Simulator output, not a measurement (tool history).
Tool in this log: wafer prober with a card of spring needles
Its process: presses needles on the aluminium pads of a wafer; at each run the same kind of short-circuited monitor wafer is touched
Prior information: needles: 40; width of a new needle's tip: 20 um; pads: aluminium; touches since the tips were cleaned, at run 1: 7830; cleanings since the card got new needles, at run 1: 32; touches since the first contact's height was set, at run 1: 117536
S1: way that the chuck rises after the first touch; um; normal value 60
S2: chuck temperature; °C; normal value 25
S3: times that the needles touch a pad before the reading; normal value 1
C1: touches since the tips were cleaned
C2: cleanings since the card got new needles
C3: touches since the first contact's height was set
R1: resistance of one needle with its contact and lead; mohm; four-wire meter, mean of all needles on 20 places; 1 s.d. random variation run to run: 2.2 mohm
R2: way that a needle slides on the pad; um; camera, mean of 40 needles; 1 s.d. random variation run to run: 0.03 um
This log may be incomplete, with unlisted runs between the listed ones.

run,hour,S1,S2,S3,C1,C2,C3,R1,R2
1,0,60,25,1,7830,32,117536,245,16.7
# hour 2.2: tips cleaned on abrasive film
2,6.7,60,25,1,2343,33,120977,246,16.68
3,17.6,60,25,1,8027,33,126661,245,16.69
# hour 19.1: tips cleaned on abrasive film
4,27.3,60,25,1,4253,34,131647,242,16.73
# hour 35.7: tips cleaned on abrasive film
5,39.2,60,25,1,1802,35,137788,245,16.73
6,51,60,25,1,7947,35,143933,246,16.66
# hour 52.3: tips cleaned on abrasive film
7,60.7,60,25,1,4412,36,148976,247,16.7
# hour 69.3: tips cleaned on abrasive film
8,70.7,60,64,1,757,37,154123,260,16.77
9,81.3,60,25,2,6278,37,159644,250,16.69
# hour 85.7: tips cleaned on abrasive film
10,92.7,60,25,2,3639,38,165524,244,16.72
11,101.5,60,25,2,8245,38,170130,247,16.75
# hour 102.6: tips cleaned on abrasive film
12,113.4,47,25,2,5591,39,176242,252,13.13
# hour 115.9: height of the first contact set anew
# hour 119.7: tips cleaned on abrasive film
13,126.9,44,27,2,3766,40,5682,260,12.3
# hour 137.1: tips cleaned on abrasive film
14,138.8,63,38,2,843,41,11812,249,17.51
15,151.3,51,89,1,7394,41,18363,270,14.24
# hour 153.7: tips cleaned on abrasive film
16,159,74,32,2,2725,42,22279,243,20.78
17,167.3,74,32,2,7071,42,26625,241,20.73
# hour 170.2: tips cleaned on abrasive film
18,177.6,74,32,2,3830,43,31936,239,20.68
# hour 186.7: tips cleaned on abrasive film
19,192.5,64,104,2,3036,44,39654,266,17.93
# hour 203.1: tips cleaned on abrasive film
20,207.9,60,39,3,2486,45,47630,251,16.83
21,215.4,46,64,3,6402,45,51546,267,12.87

Predict each of these 5 candidate next runs independently; none follows another, all start after run 21:
# hour 219.8: tips cleaned on abrasive film
A,222,60,46,2,1152,46,54922,?,?
# hour 219.8: tips cleaned on abrasive film
B,222,47,73,1,1152,46,54922,?,?
# hour 219.8: tips cleaned on abrasive film
C,222,60,59,1,1152,46,54922,?,?
# hour 219.8: tips cleaned on abrasive film
D,222,41,44,2,1152,46,54922,?,?
# hour 219.8: tips cleaned on abrasive film
E,222,46,31,3,1152,46,54922,?,?

run,R1,R2
A,254,16.8
B,268,13.19
C,250,16.84
D,268,11.5
E,257,12.93
The same runs, with their run-to-run variation unchanged, on a tool lacking any hidden condition would have given:
run,R1,R2
A,254,16.64
B,268,13.06
C,250,16.68
D,268,11.39
E,257,12.81

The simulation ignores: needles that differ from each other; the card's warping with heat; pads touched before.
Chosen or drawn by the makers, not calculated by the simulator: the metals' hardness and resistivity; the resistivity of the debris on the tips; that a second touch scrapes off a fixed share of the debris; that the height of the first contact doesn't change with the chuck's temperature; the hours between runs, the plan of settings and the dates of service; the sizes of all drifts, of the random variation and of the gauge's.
